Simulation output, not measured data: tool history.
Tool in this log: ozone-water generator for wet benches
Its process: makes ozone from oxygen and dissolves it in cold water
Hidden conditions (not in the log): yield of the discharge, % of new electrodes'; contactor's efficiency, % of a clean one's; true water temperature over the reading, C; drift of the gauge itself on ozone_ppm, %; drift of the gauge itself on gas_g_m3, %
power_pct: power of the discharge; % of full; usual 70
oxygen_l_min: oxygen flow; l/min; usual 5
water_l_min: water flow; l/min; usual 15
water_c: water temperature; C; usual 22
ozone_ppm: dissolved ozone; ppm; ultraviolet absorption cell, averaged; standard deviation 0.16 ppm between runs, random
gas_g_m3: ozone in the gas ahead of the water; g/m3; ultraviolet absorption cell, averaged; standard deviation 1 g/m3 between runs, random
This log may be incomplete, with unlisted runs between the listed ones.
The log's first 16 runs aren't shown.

run,hour,power_pct,oxygen_l_min,water_l_min,water_c,hours of work since the electrodes were changed,hours of work since the contactor was cleaned,hours of work since the thermometer was calibrated,ozone_ppm,gas_g_m3
17,607.7,70,5,19,22,1151,363,5656,17.6,178.2
# hour 622.8: water thermometer calibrated
18,650.2,70,5,19,22,1180,391,19,17.5,179.5
19,694.9,70,5,19,22,1210,422,49,17.5,178.6
20,737.8,70,2.52,12,27,1239,451,79,23.3,260.8
21,764.5,67,8.91,12,17,1258,469,97,22.3,125.4
22,806.3,67,8.91,12,17,1286,498,125,22.5,125.6
23,829.8,73,5.12,17,22,1302,514,141,19.6,184
24,856.5,70,2.7,19,22,1321,532,160,17.2,251.8
25,896.7,70,2.7,19,19,1348,560,187,17.6,250
26,932.7,92,5.59,10,26,1373,584,212,30.7,217.2

What does the tool deliver on the next run?
27,965.8,61,6.6,10,26,1395,607,234,?,?

For run 27 the tool returned ozone_ppm 19.7 ppm, gas_g_m3 133.7 g/m3.
With no hidden state in the tool, this same run would have given ozone_ppm 19.7 ppm, gas_g_m3 133.7 g/m3.
